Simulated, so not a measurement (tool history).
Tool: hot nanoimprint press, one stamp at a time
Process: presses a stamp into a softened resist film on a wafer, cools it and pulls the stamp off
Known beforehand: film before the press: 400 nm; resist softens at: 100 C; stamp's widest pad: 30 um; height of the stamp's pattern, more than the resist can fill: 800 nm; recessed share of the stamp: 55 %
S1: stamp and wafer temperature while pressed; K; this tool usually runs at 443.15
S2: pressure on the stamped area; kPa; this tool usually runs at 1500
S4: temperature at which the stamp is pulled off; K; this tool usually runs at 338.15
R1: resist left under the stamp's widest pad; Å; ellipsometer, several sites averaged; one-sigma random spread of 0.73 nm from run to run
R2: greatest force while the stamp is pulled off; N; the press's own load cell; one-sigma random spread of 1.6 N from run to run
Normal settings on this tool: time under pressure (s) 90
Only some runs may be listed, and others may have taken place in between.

run 1 hour=0.0 | S1=443.15 S2=1500 time_under_pressure_(s)=90 S4=338.15 | R1=1878 R2=165
run 2 hour=9.2 | S1=443.15 S2=1500 time_under_pressure_(s)=90 S4=338.15 | R1=1880 R2=165
run 3 hour=15.5 | S1=443.15 S2=1500 time_under_pressure_(s)=90 S4=338.15 | R1=1865 R2=167
run 4 hour=20.1 | S1=443.15 S2=1500 time_under_pressure_(s)=90 S4=336.15 | R1=1866 R2=168
run 5 hour=30.3 | S1=443.15 S2=1500 time_under_pressure_(s)=63 S4=336.15 | R1=2119 R2=168
run 6 hour=38.1 | S1=443.15 S2=1500 time_under_pressure_(s)=90 S4=338.15 | R1=1862 R2=163
run 7 hour=44.5 | S1=443.15 S2=1500 time_under_pressure_(s)=90 S4=338.15 | R1=1857 R2=168
run 8 hour=51.5 | S1=443.15 S2=1500 time_under_pressure_(s)=90 S4=338.15 | R1=1862 R2=168
run 9 hour=62.1 | S1=443.15 S2=1500 time_under_pressure_(s)=90 S4=338.15 | R1=1853 R2=168
run 10 hour=71.9 | S1=443.15 S2=1550 time_under_pressure_(s)=90 S4=338.15 | R1=1836 R2=166
run 11 hour=78.5 | S1=450.15 S2=1500 time_under_pressure_(s)=90 S4=338.15 | R1=1358 R2=167
run 12 hour=85.6 | S1=443.15 S2=1500 time_under_pressure_(s)=90 S4=338.15 | R1=1849 R2=165
run 13 hour=94.6 | S1=443.15 S2=1500 time_under_pressure_(s)=90 S4=329.15 | R1=1847 R2=178
run 14 hour=102.7 | S1=443.15 S2=1500 time_under_pressure_(s)=90 S4=329.15 | R1=1867 R2=174
run 15 hour=107.9 | S1=445.15 S2=1500 time_under_pressure_(s)=90 S4=338.15 | R1=1686 R2=164
run 16 hour=115.3 | S1=432.15 S2=2180 time_under_pressure_(s)=64 S4=344.15 | R1=2817 R2=162
run 17 hour=121.1 | S1=432.15 S2=1830 time_under_pressure_(s)=139 S4=324.15 | R1=2387 R2=180
run 18 hour=128.0 | S1=444.15 S2=1190 time_under_pressure_(s)=90 S4=337.15 | R1=1939 R2=166
run 19 hour=133.7 | S1=443.15 S2=1720 time_under_pressure_(s)=90 S4=328.15 | R1=1749 R2=175
-- hour=145.7 stamp cleaned and given a new release coat
run 20 hour=150.5 | S1=446.15 S2=1720 time_under_pressure_(s)=178 S4=328.15 | R1=1131 R2=176

Expected results for the next run?
run 21 hour=158.4 | S1=446.15 S2=1960 time_under_pressure_(s)=151 S4=328.15 | R1=? R2=?

{"run 21": {"R1": 1139, "R2": 172}}
Were there no unlogged condition in the tool, this run, its random variation unchanged, would have produced R1 1159 Å, R2 172 N.
